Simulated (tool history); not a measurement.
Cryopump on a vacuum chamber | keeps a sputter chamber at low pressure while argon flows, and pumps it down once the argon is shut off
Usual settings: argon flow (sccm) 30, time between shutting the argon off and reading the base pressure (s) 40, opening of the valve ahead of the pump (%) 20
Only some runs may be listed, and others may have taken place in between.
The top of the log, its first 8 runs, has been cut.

run	hour	argon flow (sccm)	time between shutting the argon off and reading the base pressure (s)	opening of the valve ahead of the pump (%)	pressure while argon flows (Pa)	pressure after the wait (uPa)
9	541.9	30	286	20	0.1116	0.82
10	608.7	30	40	20	0.1118	1.24
11	686.7	30	40	20	0.1119	1.26
12	771.4	30	40	20	0.112	1.32
13	813.8	15	40	20	0.0564	1.32
14	864.6	15	40	20	0.0565	1.4
# hour 877.6: pump warmed up, emptied and cooled again
15	954.5	15	40	20	0.0533	1.15
16	1020.6	15	40	20	0.0531	1.17
17	1069.9	15	40	20	0.0538	1.23
18	1110.6	41	40	20	0.146	1.23
19	1192.4	30	103	19	0.1124	0.94
20	1232.2	52	222	15	0.2476	0.86
21	1273.2	15	20	31	0.0345	1.8
22	1340.6	16	235	20	0.0571	0.87
23	1404.9	30	157	20	0.1081	0.92
24	1494.2	30	166	20	0.1074	1.03
25	1544.5	13	64	34	0.0277	1.11
26	1622.3	13	64	34	0.0282	1.13
27	1710.5	13	64	34	0.0281	1.24
28	1783.2	13	64	34	0.0284	1.24

The next listed run, before its measurement:
29	1857.7	13	64	34	?	?

{"run 29": {"pressure while argon flows (Pa)": 0.0282, "pressure after the wait (uPa)": 1.26}}
On a tool with no hidden condition, and with the same random variation, this run would have come out at pressure while argon flows (Pa) 0.027, pressure after the wait (uPa) 0.42.

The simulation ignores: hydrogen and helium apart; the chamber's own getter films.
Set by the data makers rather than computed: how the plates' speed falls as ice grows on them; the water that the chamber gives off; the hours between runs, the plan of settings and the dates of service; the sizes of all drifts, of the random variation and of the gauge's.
